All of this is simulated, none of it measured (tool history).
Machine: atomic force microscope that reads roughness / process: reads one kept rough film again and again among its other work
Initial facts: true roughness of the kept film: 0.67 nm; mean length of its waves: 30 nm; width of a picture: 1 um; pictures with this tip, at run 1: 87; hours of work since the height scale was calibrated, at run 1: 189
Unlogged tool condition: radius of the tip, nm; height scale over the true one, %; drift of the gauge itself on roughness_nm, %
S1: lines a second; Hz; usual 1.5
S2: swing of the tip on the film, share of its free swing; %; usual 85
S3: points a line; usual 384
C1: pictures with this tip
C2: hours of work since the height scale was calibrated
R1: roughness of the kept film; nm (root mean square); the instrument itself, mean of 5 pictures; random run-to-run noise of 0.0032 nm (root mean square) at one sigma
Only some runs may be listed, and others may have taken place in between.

run     day    S1  S2   S3   C1   C2     R1
  1       0   1.5  85  384   87  189   0.53
  2   0.762   1.5  85  575  123  203  0.536
  3    1.85   1.5  85  291  173  223  0.532
      2.317  -- new tip fitted
  4     2.8   1.5  70  384   23  241  0.588
  5   3.583   2.3  70  384   60  255  0.557
  6   4.917   2.3  70  384  122  280  0.558
  7     5.8   2.3  75  384  163  297  0.538
  8   6.367   1.5  85  384  190  308  0.526
      6.483  -- new tip fitted
  9   7.392  2.11  85  384   43  326  0.496
 10   8.388  2.11  85  384   89  345  0.499
 11   9.204   1.5  85  384  128  360   0.53
 12  10.508   1.5  85  384  189  385  0.533
     10.633  -- new tip fitted
 13  11.092   1.5  85  384   21  395   0.53
 14  11.879   1.5  85  384   58  410  0.539
 15  12.658   1.5  85  384   94  425   0.53
 16  13.438   1.5  85  384  131  439  0.535
 17  14.688   1.5  89  319  189  463  0.512

Run 18, settings as shown, results not yet in. Your forecast:
     14.775  -- new tip fitted
 18  15.308  1.5  89  319  24  474   ?

R1: 0.506 nm (root mean square)
On a tool with no hidden condition, and with the same random variation, this run would have come out at R1 0.506 nm (root mean square).
